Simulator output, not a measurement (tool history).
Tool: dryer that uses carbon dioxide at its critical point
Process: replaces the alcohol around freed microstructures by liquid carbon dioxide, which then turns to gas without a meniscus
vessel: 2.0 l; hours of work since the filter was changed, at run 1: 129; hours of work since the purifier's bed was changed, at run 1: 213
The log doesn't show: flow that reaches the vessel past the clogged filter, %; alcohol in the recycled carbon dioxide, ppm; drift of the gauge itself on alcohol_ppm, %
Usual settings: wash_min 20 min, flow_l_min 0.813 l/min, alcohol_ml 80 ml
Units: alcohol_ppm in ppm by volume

run,hour,wash_min,flow_l_min,alcohol_ml,hours of work since the filter was changed,hours of work since the purifier's bed was changed,alcohol_ppm
1,0,20,0.813,80,129,213,104
2,16.7,12,0.813,80,135,220,696
3,28.6,20,0.813,24,140,224,87
4,45,20,0.813,80,146,231,110
5,60.2,20,0.813,113,153,237,141
6,75.6,20,0.813,113,159,243,142
7,84.8,20,0.813,113,162,247,140
8,92.4,20,0.813,80,165,250,121
9,106.4,20,0.813,80,171,255,121
10,120.7,20,0.813,80,177,261,133
11,131.9,20,0.813,80,181,266,132
12,149.6,20,0.813,80,188,273,137
13,160.2,20,0.813,80,192,277,142
14,168.5,20,0.813,43,196,280,113
15,179.5,12,0.81,60,200,285,689
# hour 186.4: inlet filter changed
16,188.8,21,0.899,51,1,288,95
17,199,20,1.377,20,5,292,85
18,209.3,13,0.813,56,9,296,284
19,221.9,13,0.948,56,14,301,179
20,231.5,13,0.948,56,18,305,171
21,244.7,20,0.582,80,23,310,306
22,258.6,20,0.582,80,29,316,304

The next listed run, before its measurement:
23,268.7,27,0.577,42,33,320,?

{"run 23": {"alcohol_ppm": 116}}
Without the tool's hidden state the same run would have given alcohol_ppm 21 ppm by volume.
